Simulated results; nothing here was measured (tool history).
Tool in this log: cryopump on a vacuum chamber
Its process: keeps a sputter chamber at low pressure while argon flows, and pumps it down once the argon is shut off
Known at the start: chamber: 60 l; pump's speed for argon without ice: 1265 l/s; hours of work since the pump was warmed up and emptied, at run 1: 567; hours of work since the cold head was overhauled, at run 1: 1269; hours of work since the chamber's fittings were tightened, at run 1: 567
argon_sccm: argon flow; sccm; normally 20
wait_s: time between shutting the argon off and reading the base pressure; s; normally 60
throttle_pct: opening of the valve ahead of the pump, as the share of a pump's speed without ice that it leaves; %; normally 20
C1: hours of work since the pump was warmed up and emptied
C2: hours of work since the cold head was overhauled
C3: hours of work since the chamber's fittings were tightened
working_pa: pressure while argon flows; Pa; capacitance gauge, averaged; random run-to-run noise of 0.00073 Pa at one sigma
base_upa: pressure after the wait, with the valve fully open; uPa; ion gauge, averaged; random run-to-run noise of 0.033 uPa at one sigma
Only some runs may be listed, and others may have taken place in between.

Run 1, hour 0.0: usual settings; C1 567; C2 1269; C3 567. Result: working_pa 0.1431 Pa, base_upa 2.65 uPa.
Run 2, hour 62.9: usual settings but argon_sccm 19 sccm; C1 598; C2 1301; C3 598. Result: working_pa 0.1377 Pa, base_upa 2.79 uPa.
Run 3, hour 100.6: usual settings but wait_s 170 s; C1 617; C2 1320; C3 617. Result: working_pa 0.1444 Pa, base_upa 1.81 uPa.
Run 4, hour 141.6: usual settings but wait_s 170 s; C1 638; C2 1340; C3 638. Result: working_pa 0.1447 Pa, base_upa 1.89 uPa.
Run 5, hour 182.6: usual settings but wait_s 170 s; C1 659; C2 1361; C3 659. Result: working_pa 0.1459 Pa, base_upa 1.89 uPa.
At hour 211.5: pump warmed up, emptied and cooled again.
Run 6, hour 227.0: usual settings but wait_s 170 s; C1 8; C2 1381; C3 679. Result: working_pa 0.1343 Pa, base_upa 1.54 uPa.
Run 7, hour 291.1: usual settings but wait_s 170 s; C1 40; C2 1413; C3 711. Result: working_pa 0.1343 Pa, base_upa 1.54 uPa.
Run 8, hour 330.8: usual settings but throttle_pct 49 %; C1 60; C2 1433; C3 731. Result: working_pa 0.0564 Pa, base_upa 2.50 uPa.
Run 9, hour 392.7: usual settings but throttle_pct 49 %; C1 91; C2 1464; C3 762. Result: working_pa 0.0569 Pa, base_upa 2.71 uPa.
Run 10, hour 424.8: usual settings but argon_sccm 32 sccm, wait_s 31 s, throttle_pct 37 %; C1 107; C2 1480; C3 778. Result: working_pa 0.1185 Pa, base_upa 4.16 uPa.
Run 11, hour 460.8: usual settings but throttle_pct 44 %; C1 126; C2 1499; C3 796. Result: working_pa 0.0636 Pa, base_upa 2.65 uPa.
Run 12, hour 496.4: usual settings but argon_sccm 9 sccm, wait_s 232 s; C1 144; C2 1517; C3 814. Result: working_pa 0.0617 Pa, base_upa 1.59 uPa.
Run 13, hour 525.3: usual settings but wait_s 52 s, throttle_pct 40 %; C1 158; C2 1531; C3 829. Result: working_pa 0.0705 Pa, base_upa 3.00 uPa.
Run 14, hour 559.9: usual settings but argon_sccm 10 sccm, throttle_pct 26 %; C1 176; C2 1549; C3 846. Result: working_pa 0.0533 Pa, base_upa 2.86 uPa.
Run 15, hour 587.2: usual settings but argon_sccm 10 sccm, throttle_pct 26 %; C1 189; C2 1562; C3 860. Result: working_pa 0.0524 Pa, base_upa 2.79 uPa.
Run 16, hour 645.1: usual settings but argon_sccm 15 sccm; C1 218; C2 1591; C3 889. Result: working_pa 0.1022 Pa, base_upa 2.80 uPa.
Run 17, hour 672.3: usual settings but argon_sccm 13 sccm, wait_s 128 s, throttle_pct 37 %; C1 232; C2 1605; C3 903. Result: working_pa 0.0498 Pa, base_upa 2.03 uPa.
Run 18, hour 716.9: usual settings but argon_sccm 10 sccm, wait_s 55 s, throttle_pct 58 %; C1 255; C2 1628; C3 925. Result: working_pa 0.0263 Pa, base_upa 3.08 uPa.

Each row is a separate what-if for the run after 18, all from the same tool condition, not one after another. Results?
Run A, hour 757.6: usual settings but argon_sccm 25 sccm, wait_s 188 s, throttle_pct 21 %; C1 275; C2 1648; C3 946. Result: working_pa ?, base_upa ?.
Run B, hour 757.6: usual settings but argon_sccm 13 sccm, wait_s 79 s; C1 275; C2 1648; C3 946. Result: working_pa ?, base_upa ?.
Run C, hour 757.6: usual settings but argon_sccm 14 sccm, wait_s 21 s; C1 275; C2 1648; C3 946. Result: working_pa ?, base_upa ?.
Run D, hour 757.6: usual settings but argon_sccm 31 sccm, wait_s 55 s, throttle_pct 58 %; C1 275; C2 1648; C3 946. Result: working_pa ?, base_upa ?.

run  working_pa  base_upa
  A      0.1656      1.93
  B      0.0905      2.63
  C      0.0959      5.73
  D      0.0797      3.05
What these runs would have given with no unlogged condition in the tool:
run  working_pa  base_upa
  A      0.1596      0.76
  B      0.0874      1.44
  C      0.0925      4.59
  D      0.0722      1.90
